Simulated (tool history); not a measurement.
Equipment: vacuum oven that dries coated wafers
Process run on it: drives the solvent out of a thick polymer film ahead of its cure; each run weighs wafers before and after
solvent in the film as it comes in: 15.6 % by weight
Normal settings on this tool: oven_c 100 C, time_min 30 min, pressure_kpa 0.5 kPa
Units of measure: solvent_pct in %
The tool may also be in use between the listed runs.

Run 1, hour 0: usual settings. Result: solvent_pct 1.21 %.
Run 2, hour 53.4: usual settings. Result: solvent_pct 1.23 %.
Run 3, hour 87.2: usual settings but oven_c 111 C. Result: solvent_pct 0.26 %.
Run 4, hour 137.8: usual settings but time_min 25 min. Result: solvent_pct 1.73 %.
Run 5, hour 184.6: usual settings but oven_c 87 C. Result: solvent_pct 4.28 %.
Run 6, hour 209.3: usual settings but oven_c 87 C. Result: solvent_pct 4.3 %.
Run 7, hour 249.4: usual settings but oven_c 87 C. Result: solvent_pct 4.31 %.
Run 8, hour 273.2: usual settings but oven_c 92 C. Result: solvent_pct 2.9 %.
Run 9, hour 331.6: usual settings but oven_c 92 C. Result: solvent_pct 2.93 %.
Run 10, hour 357.1: usual settings but oven_c 92 C. Result: solvent_pct 2.94 %.
Run 11, hour 382.2: usual settings but pressure_kpa 0.414 kPa. Result: solvent_pct 1.23 %.
Run 12, hour 406: usual settings. Result: solvent_pct 1.23 %.
Run 13, hour 433.8: usual settings. Result: solvent_pct 1.27 %.
Run 14, hour 478.2: usual settings. Result: solvent_pct 1.27 %.
At hour 496.2: vacuum gauge cleaned of residue and calibrated.
Run 15, hour 515.5: usual settings but oven_c 88 C. Result: solvent_pct 3.91 %.
Run 16, hour 546.8: usual settings but oven_c 88 C. Result: solvent_pct 3.88 %.
Run 17, hour 591.4: usual settings but oven_c 88 C, pressure_kpa 1.666 kPa. Result: solvent_pct 4.21 %.
At hour 599.5: oven's thermocouples calibrated.
Run 18, hour 627.5: usual settings but oven_c 88 C, pressure_kpa 1.666 kPa. Result: solvent_pct 3.93 %.
Run 19, hour 679.1: usual settings but pressure_kpa 0.685 kPa. Result: solvent_pct 1.03 %.
Run 20, hour 719.4: usual settings but oven_c 115 C, time_min 22 min, pressure_kpa 0.367 kPa. Result: solvent_pct 0.19 %.
Run 21, hour 755: usual settings but oven_c 99 C, pressure_kpa 1.813 kPa. Result: solvent_pct 1.43 %.
Run 22, hour 788.1: usual settings but time_min 37 min. Result: solvent_pct 0.6 %.
Run 23, hour 827.3: usual settings but time_min 37 min. Result: solvent_pct 0.59 %.
Run 24, hour 884.9: usual settings but time_min 37 min. Result: solvent_pct 0.61 %.
Run 25, hour 916.1: usual settings but time_min 37 min. Result: solvent_pct 0.6 %.
Run 26, hour 969.3: usual settings but time_min 27 min, pressure_kpa 1.133 kPa. Result: solvent_pct 1.45 %.
Run 27, hour 1026.9: usual settings but oven_c 103 C, time_min 18 min, pressure_kpa 0.427 kPa. Result: solvent_pct 2.05 %.
Run 28, hour 1066.6: usual settings but oven_c 105 C, pressure_kpa 0.317 kPa. Result: solvent_pct 0.48 %.
Run 29, hour 1096.6: usual settings but oven_c 97 C, time_min 32 min, pressure_kpa 0.975 kPa. Result: solvent_pct 1.47 %.
Run 30, hour 1136.5: usual settings but oven_c 95 C. Result: solvent_pct 1.96 %.
Run 31, hour 1168.9: usual settings but time_min 40 min. Result: solvent_pct 0.55 %.
Run 32, hour 1210: usual settings but time_min 40 min. Result: solvent_pct 0.53 %.
Run 33, hour 1239.5: usual settings but oven_c 111 C, time_min 23 min, pressure_kpa 0.427 kPa. Result: solvent_pct 0.4 %.
Run 34, hour 1272.4: usual settings but oven_c 111 C, time_min 23 min, pressure_kpa 0.427 kPa. Result: solvent_pct 0.4 %.
Run 35, hour 1310.5: usual settings but oven_c 111 C, time_min 43 min, pressure_kpa 1.423 kPa. Result: solvent_pct 0.25 %.
Run 36, hour 1359.3: usual settings but oven_c 99 C, time_min 51 min, pressure_kpa 0.713 kPa. Result: solvent_pct 0.42 %.
Run 37, hour 1415: usual settings but oven_c 91 C, time_min 23 min, pressure_kpa 0.64 kPa. Result: solvent_pct 4.17 %.

Alternative continuations, all from the tool just after run 37; predict every row:
Run A, hour 1452: usual settings but oven_c 104 C. Result: solvent_pct ?.
Run B, hour 1452: usual settings but oven_c 95 C, time_min 33 min, pressure_kpa 0.64 kPa. Result: solvent_pct ?.
Run C, hour 1452: usual settings but oven_c 103 C, time_min 32 min. Result: solvent_pct ?.
Run D, hour 1452: usual settings but pressure_kpa 1.637 kPa. Result: solvent_pct ?.

run  solvent_pct
  A         0.61
  B         1.72
  C         0.61
  D         1.31
Stripped of hidden state, with their random variation kept, the same runs would have yielded:
run  solvent_pct
  A         0.53
  B         1.57
  C         0.52
  D         1.19
